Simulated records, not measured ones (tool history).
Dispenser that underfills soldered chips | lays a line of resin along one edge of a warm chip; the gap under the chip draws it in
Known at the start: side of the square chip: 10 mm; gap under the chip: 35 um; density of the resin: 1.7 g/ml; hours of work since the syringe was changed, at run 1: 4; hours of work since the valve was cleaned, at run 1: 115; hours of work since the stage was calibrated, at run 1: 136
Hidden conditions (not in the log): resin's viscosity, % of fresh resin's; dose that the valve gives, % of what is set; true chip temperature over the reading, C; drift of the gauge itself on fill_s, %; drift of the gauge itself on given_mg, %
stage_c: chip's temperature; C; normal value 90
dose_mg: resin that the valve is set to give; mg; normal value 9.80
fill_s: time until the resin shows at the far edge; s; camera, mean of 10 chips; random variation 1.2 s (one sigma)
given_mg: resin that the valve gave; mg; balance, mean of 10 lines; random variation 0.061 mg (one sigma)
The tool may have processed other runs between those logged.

run    day  stage_c  dose_mg  hours of work since the syringe was changed  hours of work since the valve was cleaned  hours of work since the stage was calibrated  fill_s  given_mg
  1  0.000       90     9.80                                            4                                        115                                           136   142.0      9.36
  2  0.150       90     9.80                                            6                                        118                                           138   165.0      9.31
     0.333  -- dispensing valve cleaned and set on the balance
     0.388  -- new syringe of resin
  3  0.454       90     9.80                                            1                                          2                                           143   128.2      9.80
  4  0.650       90     9.80                                            4                                          5                                           146   155.2      9.89
  5  0.854       90     9.80                                            8                                          9                                           150   181.0      9.73
     0.933  -- new syringe of resin
  6  1.088       90     9.80                                            3                                         13                                           153   132.0      9.84
  7  1.254       90     9.80                                            6                                         15                                           156   158.1      9.94
     1.483  -- new syringe of resin
  8  1.500       90     9.80                                            0                                         19                                           160   121.4      9.74
  9  1.633       96     9.80                                            3                                         22                                           163   109.1      9.74
 10  1.908       90     9.80                                            7                                         26                                           167   174.3      9.90
     2.029  -- new syringe of resin
 11  2.058       90     9.80                                            0                                         29                                           170   120.4      9.77
 12  2.354       98     9.80                                            6                                         34                                           175   119.3      9.76
 13  2.504       98     9.80                                            8                                         37                                           177   136.4      9.66
     2.575  -- new syringe of resin
 14  2.646       79     9.80                                            1                                         39                                           180   193.3      9.58
 15  2.942       90     9.80                                            6                                         44                                           185   166.9      9.57
 16  3.092       90     9.80                                            9                                         46                                           187   192.8      9.73
     3.121  -- new syringe of resin
 17  3.246       90     9.80                                            2                                         49                                           190   137.3      9.69
 18  3.442       90     9.80                                            6                                         52                                           193   162.8      9.72
 19  3.604       94    10.33                                            8                                         55                                           196   159.0     10.19
     3.662  -- new syringe of resin
 20  3.821       94    10.33                                            3                                         58                                           199   118.2     10.09
 21  3.992       94    10.33                                            6                                         61                                           202   135.9     10.18
     4.212  -- new syringe of resin
 22  4.212       94    10.33                                            0                                         65                                           206   102.4     10.18
 23  4.367       94    10.33                                            3                                         68                                           208   118.8     10.20
 24  4.492       90     9.36                                            5                                         70                                           211   155.7      9.20
     4.758  -- new syringe of resin
 25  4.771       90     9.36                                            0                                         74                                           215   122.0      9.11
 26  4.954       94     8.78                                            3                                         78                                           218   127.8      8.73
 27  5.221       94     8.78                                            8                                         82                                           223   166.0      8.57
     5.317  -- new syringe of resin
 28  5.388       95     8.35                                            1                                         85                                           226   109.2      8.12
 29  5.550      104    10.96                                            4                                         88                                           228    89.2     10.67
 30  5.775      104    10.96                                            8                                         91                                           232   108.0     10.51
     5.867  -- new syringe of resin
 31  6.088       83    12.58                                            4                                         97                                           237   188.9     12.11
 32  6.283       83    12.58                                            7                                        100                                           241   227.1     12.14
     6.417  -- new syringe of resin
 33  6.446       83    12.58                                            0                                        103                                           243   159.9     12.11
 34  6.621      103     8.37                                            3                                        106                                           246    93.2      8.10
 35  6.854       94     9.84                                            7                                        110                                           250   157.9      9.53
     6.971  -- new syringe of resin
 36  7.104       87    10.09                                            2                                        114                                           254   156.6      9.75

Pick out some run-to-run changes in fill_s. Of each, how much would a tool without hidden state show as well, from the settings, what came in and chance, and how much is left for the hidden state and any gauge scatter not in both results compared?
Run 16 -> 17: new syringe of resin. fill_s -55.5 s: hidden state -58.7, all else +3.2.
Run 27 -> 28: stage_c 94 -> 95, dose_mg 8.78 -> 8.35, new syringe of resin. fill_s -56.8 s: hidden state -53.6, all else -3.2.
Run 30 -> 31: stage_c 104 -> 83, dose_mg 10.96 -> 12.58, new syringe of resin. fill_s +80.9 s: hidden state +1.5, all else +79.4.
Run 32 -> 33: new syringe of resin. fill_s -67.2 s: hidden state -66.5, all else -0.7.
Run 33 -> 34: stage_c 83 -> 103, dose_mg 12.58 -> 8.37. fill_s -66.7 s: hidden state +7.6, all else -74.3.

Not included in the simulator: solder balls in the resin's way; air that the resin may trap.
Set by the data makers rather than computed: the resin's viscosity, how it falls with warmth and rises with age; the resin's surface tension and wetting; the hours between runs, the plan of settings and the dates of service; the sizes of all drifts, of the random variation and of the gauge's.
